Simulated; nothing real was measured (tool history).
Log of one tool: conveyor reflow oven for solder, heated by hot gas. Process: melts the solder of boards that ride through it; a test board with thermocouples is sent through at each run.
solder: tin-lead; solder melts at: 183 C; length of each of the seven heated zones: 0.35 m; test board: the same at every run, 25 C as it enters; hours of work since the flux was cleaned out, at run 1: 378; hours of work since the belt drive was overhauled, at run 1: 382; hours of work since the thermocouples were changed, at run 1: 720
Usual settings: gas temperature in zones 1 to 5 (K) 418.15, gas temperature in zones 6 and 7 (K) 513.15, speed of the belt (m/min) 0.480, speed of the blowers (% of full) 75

run,day,gas temperature in zones 1 to 5 (K),gas temperature in zones 6 and 7 (K),speed of the belt (m/min),speed of the blowers (% of full),hours of work since the flux was cleaned out,hours of work since the belt drive was overhauled,hours of work since the thermocouples were changed,highest temperature of the board (K),time above the solder's melting point (s)
1,0.000,418.15,513.15,0.480,75,378,382,720,494.75,71.9
2,0.783,418.15,513.15,0.480,75,387,391,730,494.95,72.3
3,1.321,418.15,522.15,0.480,75,393,398,736,502.25,77.7
4,1.954,418.15,522.15,0.480,75,401,405,743,502.55,77.5
5,2.550,418.15,522.15,0.480,75,408,412,750,501.65,77.0
6,2.971,418.15,522.15,0.480,75,413,417,755,501.95,77.4
# day 3.733: flux residue cleaned out of gas plates and filters
7,3.762,410.15,522.15,0.480,75,0,424,762,504.55,76.8
8,4.500,418.15,513.15,0.480,75,9,432,771,498.65,75.2
9,5.033,432.15,513.15,0.480,75,15,439,777,500.95,83.7
10,5.392,429.15,513.15,0.480,75,19,443,781,500.75,81.7
11,5.883,422.15,513.15,0.480,75,25,449,787,499.75,77.6
12,6.583,410.15,517.15,0.483,63,33,457,795,496.35,69.4
13,7.096,410.15,517.15,0.483,63,39,463,801,496.55,69.2
14,7.512,410.15,517.15,0.483,63,44,468,806,496.45,69.2
15,8.071,410.15,517.15,0.483,63,51,474,812,496.15,68.8
16,8.817,410.15,517.15,0.500,63,59,483,821,494.85,65.6

The next listed run, before its measurement:
17,9.496,410.15,513.15,0.548,63,67,491,829,?,?

{"run 17": {"highest temperature of the board (K)": 487.75, "time above the solder's melting point (s)": 53.5}}
Without the tool's hidden state the same run would have given highest temperature of the board (K) 486.15, time above the solder's melting point (s) 51.4.

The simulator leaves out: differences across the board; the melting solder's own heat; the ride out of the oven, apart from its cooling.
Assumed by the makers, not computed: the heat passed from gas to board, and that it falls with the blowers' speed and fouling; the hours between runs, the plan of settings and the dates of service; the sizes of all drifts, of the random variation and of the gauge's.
